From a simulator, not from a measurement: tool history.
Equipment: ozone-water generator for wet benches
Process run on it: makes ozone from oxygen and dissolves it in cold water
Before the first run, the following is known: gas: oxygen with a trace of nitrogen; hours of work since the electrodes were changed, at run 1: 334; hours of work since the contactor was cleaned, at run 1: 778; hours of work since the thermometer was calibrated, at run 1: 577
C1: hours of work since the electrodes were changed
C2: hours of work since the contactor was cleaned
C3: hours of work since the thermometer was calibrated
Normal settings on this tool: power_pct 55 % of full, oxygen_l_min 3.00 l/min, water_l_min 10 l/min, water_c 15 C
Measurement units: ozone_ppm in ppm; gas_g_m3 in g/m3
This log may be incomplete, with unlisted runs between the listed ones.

Run 1, hour 0.0: usual settings; C1 334; C2 778; C3 577. Result: ozone_ppm 21.3 ppm, gas_g_m3 211.5 g/m3.
Run 2, hour 31.0: usual settings; C1 356; C2 800; C3 599. Result: ozone_ppm 21.5 ppm, gas_g_m3 213.1 g/m3.
Run 3, hour 48.2: usual settings; C1 368; C2 812; C3 610. Result: ozone_ppm 21.2 ppm, gas_g_m3 212.2 g/m3.
Run 4, hour 64.0: usual settings; C1 379; C2 823; C3 622. Result: ozone_ppm 21.2 ppm, gas_g_m3 215.0 g/m3.
Run 5, hour 95.6: usual settings; C1 401; C2 845; C3 644. Result: ozone_ppm 21.1 ppm, gas_g_m3 214.2 g/m3.
Run 6, hour 131.0: usual settings but water_c 12 C; C1 426; C2 870; C3 668. Result: ozone_ppm 22.3 ppm, gas_g_m3 211.0 g/m3.
Run 7, hour 155.4: usual settings but water_c 10 C; C1 443; C2 887; C3 685. Result: ozone_ppm 22.7 ppm, gas_g_m3 215.8 g/m3.
Run 8, hour 178.6: usual settings; C1 459; C2 903; C3 702. Result: ozone_ppm 21.3 ppm, gas_g_m3 213.0 g/m3.
Run 9, hour 194.3: usual settings; C1 470; C2 914; C3 713. Result: ozone_ppm 21.0 ppm, gas_g_m3 213.6 g/m3.
Run 10, hour 220.2: usual settings; C1 488; C2 932; C3 731. Result: ozone_ppm 21.4 ppm, gas_g_m3 214.7 g/m3.
Run 11, hour 253.0: usual settings; C1 511; C2 955; C3 754. Result: ozone_ppm 21.0 ppm, gas_g_m3 210.9 g/m3.
Run 12, hour 274.0: usual settings; C1 526; C2 969; C3 768. Result: ozone_ppm 20.8 ppm, gas_g_m3 213.0 g/m3.
Run 13, hour 301.5: usual settings but power_pct 81 % of full; C1 545; C2 989; C3 788. Result: ozone_ppm 28.5 ppm, gas_g_m3 287.7 g/m3.
Run 14, hour 330.3: usual settings but power_pct 81 % of full; C1 565; C2 1009; C3 808. Result: ozone_ppm 28.6 ppm, gas_g_m3 286.9 g/m3.
Run 15, hour 352.9: usual settings but oxygen_l_min 4.54 l/min, water_l_min 13 l/min, water_c 18 C; C1 581; C2 1025; C3 823. Result: ozone_ppm 15.8 ppm, gas_g_m3 175.0 g/m3.
Run 16, hour 387.2: usual settings but power_pct 61 % of full, oxygen_l_min 4.54 l/min, water_l_min 7 l/min, water_c 18 C; C1 605; C2 1049; C3 847. Result: ozone_ppm 28.5 ppm, gas_g_m3 190.7 g/m3.
Run 17, hour 423.4: usual settings but power_pct 61 % of full, oxygen_l_min 4.54 l/min, water_l_min 7 l/min, water_c 18 C; C1 630; C2 1074; C3 873. Result: ozone_ppm 28.2 ppm, gas_g_m3 188.6 g/m3.

Estimate the outcome of run 18 from the log above:
Run 18, hour 445.4: usual settings but power_pct 61 % of full, oxygen_l_min 4.54 l/min, water_l_min 12 l/min, water_c 21 C; C1 645; C2 1089; C3 888. Result: ozone_ppm ?, gas_g_m3 ?.

Run 18 came out at ozone_ppm 17.6 ppm, gas_g_m3 189.4 g/m3.
Minus the tool's unlogged condition, the same run would have read ozone_ppm 18.0 ppm, gas_g_m3 189.8 g/m3.

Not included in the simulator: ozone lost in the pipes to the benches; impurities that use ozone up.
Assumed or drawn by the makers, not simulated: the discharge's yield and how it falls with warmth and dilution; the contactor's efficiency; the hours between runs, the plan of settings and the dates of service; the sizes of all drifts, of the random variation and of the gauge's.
